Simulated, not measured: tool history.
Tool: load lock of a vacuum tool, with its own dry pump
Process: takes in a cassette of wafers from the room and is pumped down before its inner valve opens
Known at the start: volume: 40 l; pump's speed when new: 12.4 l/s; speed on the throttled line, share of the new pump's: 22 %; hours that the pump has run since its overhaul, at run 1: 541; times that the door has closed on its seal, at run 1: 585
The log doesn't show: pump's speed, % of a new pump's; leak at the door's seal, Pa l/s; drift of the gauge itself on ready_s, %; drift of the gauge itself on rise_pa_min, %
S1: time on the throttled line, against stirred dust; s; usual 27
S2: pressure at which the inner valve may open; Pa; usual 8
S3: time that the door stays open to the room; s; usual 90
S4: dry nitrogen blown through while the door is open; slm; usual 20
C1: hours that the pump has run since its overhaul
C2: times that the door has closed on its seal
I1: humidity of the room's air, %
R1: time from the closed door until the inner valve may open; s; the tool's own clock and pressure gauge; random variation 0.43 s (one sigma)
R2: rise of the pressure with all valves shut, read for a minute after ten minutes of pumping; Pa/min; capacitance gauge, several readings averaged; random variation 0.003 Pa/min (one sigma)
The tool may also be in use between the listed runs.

run,hour,S1,S2,S3,S4,C1,C2,I1,R1,R2
1,0,27,8,90,20,541,585,44.7,51.9,0.034
2,90.7,27,8,90,20,632,824,43.3,51.7,0.041
3,185.9,27,8,90,20,727,1074,46.3,51.8,0.037
4,250.5,27,8,90,20,792,1244,47.6,52.7,0.039
5,330.5,27,8,90,20,872,1454,42.8,52.3,0.037
6,408.3,27,8,90,20,949,1659,47.8,51.9,0.045
7,457.5,27,8,90,20,999,1788,41.6,52.4,0.041
8,510.9,27,8,90,20,1052,1929,41.3,52.4,0.041
9,572.7,27,8,90,20,1114,2091,45.8,53,0.042
10,650.6,27,8,90,20,1192,2296,47.2,52.4,0.043
11,715.4,27,8,90,20,1256,2466,43.8,52.7,0.04
12,785.4,27,8,90,20,1327,2651,44.5,51.5,0.043
13,845.7,27,8,90,5,1387,2809,46.5,52.7,0.07
14,939.9,27,8,90,5,1481,3057,44.6,52,0.068
15,1024.8,27,8,90,5,1566,3280,45.1,51.6,0.07
16,1118.7,36,11,62,39,1660,3527,43,58.3,0.026
17,1217.9,23,8,90,12,1759,3788,45.4,49.4,0.055
18,1328.7,23,8,90,12,1870,4079,48.1,49.2,0.06
19,1428.5,23,8,90,12,1970,4342,40.2,50,0.053
20,1501.5,27,6,90,10,2043,4533,46.3,53.7,0.066
21,1606,27,6,90,9,2147,4808,43.8,53.3,0.064
22,1703.7,27,15,90,20,2245,5065,50,50.2,0.057
23,1792.6,36,6,90,20,2334,5299,46,60.1,0.058
24,1857.5,27,7,90,20,2399,5470,44.5,53.4,0.05
25,1925.1,47,8,90,20,2466,5647,45.2,68.4,0.054
26,1976.7,47,8,90,20,2518,5783,47,68.6,0.055
27,2062.1,27,8,90,11,2603,6008,46,52.7,0.068
28,2166.1,27,8,90,11,2707,6281,41,53.2,0.062
29,2244.1,27,8,90,11,2785,6486,41.5,52.4,0.073

5 ways to go on from here, each from the tool as it stands after run 29. What would each give?
A,2358.2,27,7,90,29,2899,6786,42.9,?,?
B,2358.2,27,8,47,22,2899,6786,45.8,?,?
C,2358.2,25,11,210,11,2899,6786,44,?,?
D,2358.2,30,7,90,6,2899,6786,47,?,?
E,2358.2,34,8,162,10,2899,6786,42.9,?,?

run,R1,R2
A,53.6,0.051
B,53.3,0.048
C,49.9,0.104
D,55.1,0.086
E,58.8,0.089
Without the tool's hidden state the same runs would have given:
run,R1,R2
A,52.3,0.027
B,52.1,0.024
C,48.7,0.08
D,53.9,0.061
E,57.6,0.065

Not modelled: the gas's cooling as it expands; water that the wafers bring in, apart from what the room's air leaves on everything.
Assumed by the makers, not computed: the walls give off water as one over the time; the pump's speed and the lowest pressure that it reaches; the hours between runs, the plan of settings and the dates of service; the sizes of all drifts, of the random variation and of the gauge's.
